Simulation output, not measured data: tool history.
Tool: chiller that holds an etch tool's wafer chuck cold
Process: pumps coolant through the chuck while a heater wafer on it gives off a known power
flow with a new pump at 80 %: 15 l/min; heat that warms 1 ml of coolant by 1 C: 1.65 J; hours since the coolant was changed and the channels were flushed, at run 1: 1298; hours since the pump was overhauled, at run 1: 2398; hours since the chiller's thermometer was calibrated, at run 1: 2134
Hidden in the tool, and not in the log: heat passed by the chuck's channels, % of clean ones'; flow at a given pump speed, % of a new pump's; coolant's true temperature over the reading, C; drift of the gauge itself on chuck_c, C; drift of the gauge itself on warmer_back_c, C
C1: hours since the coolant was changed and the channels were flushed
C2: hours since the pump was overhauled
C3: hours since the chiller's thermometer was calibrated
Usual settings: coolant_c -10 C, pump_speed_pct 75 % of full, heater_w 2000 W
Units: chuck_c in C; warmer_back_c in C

Run 1, hour 0: usual settings; C1 1298; C2 2398; C3 2134. Result: chuck_c 10.6 C, warmer_back_c 5.71 C.
Run 2, hour 117.1: usual settings; C1 1415; C2 2515; C3 2251. Result: chuck_c 10.6 C, warmer_back_c 5.72 C.
Run 3, hour 288.2: usual settings but heater_w 1544 W; C1 1587; C2 2686; C3 2422. Result: chuck_c 5.8 C, warmer_back_c 4.47 C.
Run 4, hour 487.3: usual settings but heater_w 1544 W; C1 1786; C2 2885; C3 2622. Result: chuck_c 6.3 C, warmer_back_c 4.49 C.
Run 5, hour 709.9: usual settings but heater_w 1017 W; C1 2008; C2 3108; C3 2844. Result: chuck_c 0.6 C, warmer_back_c 3 C.
Run 6, hour 868.6: usual settings but heater_w 1017 W; C1 2167; C2 3267; C3 3003. Result: chuck_c 0.6 C, warmer_back_c 2.96 C.
Run 7, hour 1070.4: usual settings; C1 2369; C2 3469; C3 3205. Result: chuck_c 12.3 C, warmer_back_c 5.98 C.
Run 8, hour 1262.2: usual settings; C1 2561; C2 3660; C3 3396. Result: chuck_c 12.6 C, warmer_back_c 5.94 C.
Run 9, hour 1448.9: usual settings but pump_speed_pct 82 % of full; C1 2747; C2 3847; C3 3583. Result: chuck_c 11 C, warmer_back_c 5.42 C.

Forecast run 10:
Run 10, hour 1567.6: usual settings; C1 2866; C2 3966; C3 3702. Result: chuck_c ?, warmer_back_c ?.

Run 10 gave chuck_c 13.2 C, warmer_back_c 6.02 C.
Without the tool's hidden state the same run would have given chuck_c 8.4 C, warmer_back_c 5.19 C.
